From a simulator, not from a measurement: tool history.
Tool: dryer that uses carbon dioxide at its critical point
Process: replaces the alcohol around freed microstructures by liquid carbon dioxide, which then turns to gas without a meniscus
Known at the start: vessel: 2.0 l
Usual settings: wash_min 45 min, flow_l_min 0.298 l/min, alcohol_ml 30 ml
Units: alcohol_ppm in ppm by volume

run    day  wash_min  flow_l_min  alcohol_ml  alcohol_ppm
  1      0        45       0.298          30          115
  2  0.525        45       0.298          30          120
  3  1.171        45       0.298          30          132
  4  1.762        45       0.298          30          134
  5  2.246        45       0.298          30          142
  6  2.854        45       0.403          23           85
  7  3.229        48       0.209          45          435
  8  3.562        48       0.297          45          142
  9  3.921        48       0.297          45          148
 10    4.4        45       0.298          37          158

Forecast each of these 5 alternatives for the next run:
  A  4.829        33       0.298          37            ?
  B  4.829        31       0.298          30            ?
  C  4.829        71       0.277          37            ?
  D  4.829        48       0.298          37            ?
  E  4.829        45       0.415         116            ?

run  alcohol_ppm
  A          397
  B          394
  C           97
  D          133
  E          114
Without the tool's hidden state the same runs would have given:
run  alcohol_ppm
  A          271
  B          273
  C           14
  D           39
  E           28

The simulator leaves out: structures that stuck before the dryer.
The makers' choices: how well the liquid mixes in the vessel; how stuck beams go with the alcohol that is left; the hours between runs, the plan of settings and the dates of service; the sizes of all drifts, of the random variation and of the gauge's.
